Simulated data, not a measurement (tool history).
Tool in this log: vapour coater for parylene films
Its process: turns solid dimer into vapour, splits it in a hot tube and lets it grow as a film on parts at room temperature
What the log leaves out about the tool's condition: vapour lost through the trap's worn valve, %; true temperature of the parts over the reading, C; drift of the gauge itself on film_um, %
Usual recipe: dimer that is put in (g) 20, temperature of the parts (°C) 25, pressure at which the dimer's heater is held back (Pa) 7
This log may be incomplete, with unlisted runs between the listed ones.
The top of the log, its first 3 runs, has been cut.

run	day	dimer that is put in (g)	temperature of the parts (°C)	pressure at which the dimer's heater is held back (Pa)	hours of work since the trap's valve was overhauled	hours of work since the table's thermometer was calibrated	thickness of the film (um)
4	1.233	20	25	7	85	477	10.71
5	1.579	20	25	7	91	484	10.65
6	1.917	20	25	7	98	491	10.68
7	2.571	20	23	7	111	504	11.32
8	3.208	20	23	7	123	516	11.32
9	3.792	20	25	7	135	527	10.62
10	4.358	20	25	7	146	538	10.64
11	4.996	20	25	7	158	551	10.63
12	5.596	20	25	3.05	170	563	12.62
13	6.033	20	25	3.05	178	571	12.63
14	6.658	20	25	3.04	190	583	12.7
15	7.1	20	25	3.04	199	592	12.61
16	7.433	20	25	7	206	598	10.6
17	8.075	20	25	7	218	611	10.58
18	8.45	25	27	8.17	225	618	12.09
19	8.796	25	27	7.13	232	625	12.41
20	9.45	25	27	7.13	245	638	12.36

What does the tool deliver on the next run?
21	10.008	25	27	7.13	256	649	?

{"run 21": {"thickness of the film (um)": 12.43}}
Without the tool's hidden state the same run would have given thickness of the film (um) 12.48.
